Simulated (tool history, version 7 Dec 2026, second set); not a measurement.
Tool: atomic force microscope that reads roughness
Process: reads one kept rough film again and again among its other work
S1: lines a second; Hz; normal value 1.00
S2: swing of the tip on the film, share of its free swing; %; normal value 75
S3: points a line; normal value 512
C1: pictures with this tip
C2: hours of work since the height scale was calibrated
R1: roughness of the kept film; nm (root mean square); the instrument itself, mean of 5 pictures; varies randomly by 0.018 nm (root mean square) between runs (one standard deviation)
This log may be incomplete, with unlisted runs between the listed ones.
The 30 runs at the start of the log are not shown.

Run 31, hour 363.9: usual settings but S1 1.18 Hz, S2 87 %, S3 312; C1 183; C2 521. Result: R1 4.722 nm (root mean square).
Run 32, hour 372.9: usual settings but S2 81 %; C1 191; C2 526. Result: R1 4.840 nm (root mean square).
Run 33, hour 387.6: usual settings but S1 1.47 Hz, S3 389; C1 204; C2 534. Result: R1 4.794 nm (root mean square).
Run 34, hour 405.1: usual settings but S1 1.47 Hz, S3 389; C1 219; C2 544. Result: R1 4.801 nm (root mean square).
Run 35, hour 417.2: usual settings but S1 1.47 Hz, S3 389; C1 230; C2 550. Result: R1 4.760 nm (root mean square).
Run 36, hour 434.5: usual settings but S1 1.47 Hz, S3 389; C1 245; C2 560. Result: R1 4.746 nm (root mean square).
Run 37, hour 447.4: usual settings but S1 1.47 Hz, S3 389; C1 257; C2 567. Result: R1 4.732 nm (root mean square).
Run 38, hour 456.8: usual settings but S1 2.39 Hz, S2 65 %, S3 933; C1 265; C2 572. Result: R1 4.768 nm (root mean square).
At hour 466.9: new tip fitted.
Run 39, hour 466.9: usual settings but S1 0.91 Hz; C1 0; C2 577. Result: R1 5.055 nm (root mean square).
Run 40, hour 482.8: usual settings but S1 0.75 Hz, S2 87 %, S3 483; C1 14; C2 586. Result: R1 4.950 nm (root mean square).
Run 41, hour 499.8: usual settings but S1 0.75 Hz, S2 74 %, S3 483; C1 29; C2 595. Result: R1 5.041 nm (root mean square).
Run 42, hour 510.3: usual settings but S1 2.72 Hz, S2 83 %; C1 38; C2 600. Result: R1 4.568 nm (root mean square).
Run 43, hour 519.3: usual settings but S1 0.52 Hz, S3 414; C1 46; C2 605. Result: R1 5.077 nm (root mean square).
Run 44, hour 535.5: usual settings but S1 0.52 Hz, S3 259; C1 60; C2 614. Result: R1 5.047 nm (root mean square).
Run 45, hour 552.9: usual settings but S1 0.52 Hz, S3 259; C1 76; C2 624. Result: R1 5.045 nm (root mean square).
Run 46, hour 560.2: usual settings but S1 1.37 Hz, S2 67 %, S3 519; C1 82; C2 628. Result: R1 5.011 nm (root mean square).
Run 47, hour 576.8: usual settings but S1 0.79 Hz; C1 97; C2 637. Result: R1 4.992 nm (root mean square).

Forecast each of these 5 alternatives for the next run:
Run A, hour 586.0: usual settings but S1 0.78 Hz, S2 86 %, S3 695; C1 105; C2 642. Result: R1 ?.
Run B, hour 586.0: usual settings but S1 1.35 Hz, S2 61 %; C1 105; C2 642. Result: R1 ?.
Run C, hour 586.0: usual settings but S1 0.79 Hz, S3 312; C1 105; C2 642. Result: R1 ?.
Run D, hour 586.0: usual settings but S1 0.79 Hz, S2 82 %, S3 551; C1 105; C2 642. Result: R1 ?.
Run E, hour 586.0: usual settings but S1 0.79 Hz, S2 89 %; C1 105; C2 642. Result: R1 ?.

run     R1
  A  4.884
  B  4.998
  C  4.982
  D  4.906
  E  4.848
Stripped of hidden state, with their random variation kept, the same runs would have yielded:
run     R1
  A  4.967
  B  5.083
  C  5.067
  D  4.990
  E  4.931
